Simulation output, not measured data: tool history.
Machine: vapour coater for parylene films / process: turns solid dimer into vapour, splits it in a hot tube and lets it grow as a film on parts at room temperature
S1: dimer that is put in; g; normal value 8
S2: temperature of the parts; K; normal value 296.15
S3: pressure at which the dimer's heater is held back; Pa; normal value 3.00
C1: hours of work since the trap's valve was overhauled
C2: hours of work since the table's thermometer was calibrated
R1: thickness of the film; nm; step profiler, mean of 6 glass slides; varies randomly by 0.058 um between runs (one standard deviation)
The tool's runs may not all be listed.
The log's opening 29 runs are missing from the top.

{"run": 30, "hour": 376.4, "S1": 8, "S2": 296.15, "S3": 11.66, "C1": 395, "C2": 287, "R1": 6080}
{"hour": 381.3, "done": "trap's valve overhauled"}
{"run": 31, "hour": 399.9, "S1": 8, "S2": 291.15, "S3": 4.28, "C1": 10, "C2": 297, "R1": 7630}
{"run": 32, "hour": 418.0, "S1": 7, "S2": 290.15, "S3": 3.0, "C1": 19, "C2": 306, "R1": 7290}
{"run": 33, "hour": 437.5, "S1": 3, "S2": 301.15, "S3": 9.78, "C1": 29, "C2": 316, "R1": 1730}
{"run": 34, "hour": 445.5, "S1": 6, "S2": 292.15, "S3": 4.38, "C1": 33, "C2": 320, "R1": 5540}
{"run": 35, "hour": 460.5, "S1": 6, "S2": 292.15, "S3": 4.38, "C1": 41, "C2": 328, "R1": 5420}
{"run": 36, "hour": 479.2, "S1": 6, "S2": 292.15, "S3": 4.38, "C1": 50, "C2": 337, "R1": 5610}
{"hour": 484.6, "done": "trap's valve overhauled, once more"}
{"run": 37, "hour": 496.0, "S1": 4, "S2": 296.15, "S3": 9.34, "C1": 6, "C2": 344, "R1": 3210}
{"run": 38, "hour": 508.0, "S1": 7, "S2": 297.15, "S3": 3.19, "C1": 12, "C2": 350, "R1": 5690}
{"run": 39, "hour": 525.7, "S1": 10, "S2": 297.15, "S3": 3.19, "C1": 21, "C2": 359, "R1": 8060}
{"run": 40, "hour": 544.6, "S1": 7, "S2": 295.15, "S3": 8.62, "C1": 31, "C2": 369, "R1": 5860}
{"run": 41, "hour": 562.6, "S1": 7, "S2": 301.15, "S3": 5.59, "C1": 40, "C2": 378, "R1": 4600}
{"run": 42, "hour": 577.8, "S1": 7, "S2": 301.15, "S3": 9.7, "C1": 48, "C2": 386, "R1": 4420}
{"run": 43, "hour": 586.8, "S1": 8, "S2": 296.15, "S3": 2.25, "C1": 53, "C2": 391, "R1": 6760}
{"run": 44, "hour": 596.6, "S1": 8, "S2": 294.15, "S3": 2.25, "C1": 58, "C2": 396, "R1": 7520}
{"run": 45, "hour": 614.7, "S1": 14, "S2": 304.15, "S3": 2.99, "C1": 67, "C2": 405, "R1": 8380}
{"run": 46, "hour": 632.3, "S1": 5, "S2": 296.15, "S3": 4.62, "C1": 76, "C2": 414, "R1": 4050}
{"run": 47, "hour": 648.5, "S1": 5, "S2": 296.15, "S3": 4.62, "C1": 84, "C2": 422, "R1": 4030}
{"run": 48, "hour": 660.4, "S1": 5, "S2": 296.15, "S3": 4.62, "C1": 90, "C2": 428, "R1": 4110}

What if the next run were any one of these 3? Each begins from the tool's condition after run 48:
{"run": "A", "hour": 672.8, "S1": 5, "S2": 290.15, "S3": 8.5, "C1": 97, "C2": 435, "R1": "?"}
{"run": "B", "hour": 672.8, "S1": 8, "S2": 297.15, "S3": 3.0, "C1": 97, "C2": 435, "R1": "?"}
{"run": "C", "hour": 672.8, "S1": 8, "S2": 299.15, "S3": 3.0, "C1": 97, "C2": 435, "R1": "?"}

run=A R1=5120
run=B R1=6370
run=C R1=5890
Without the tool's hidden state the same runs would have given:
run=A R1=5190
run=B R1=6450
run=C R1=5970
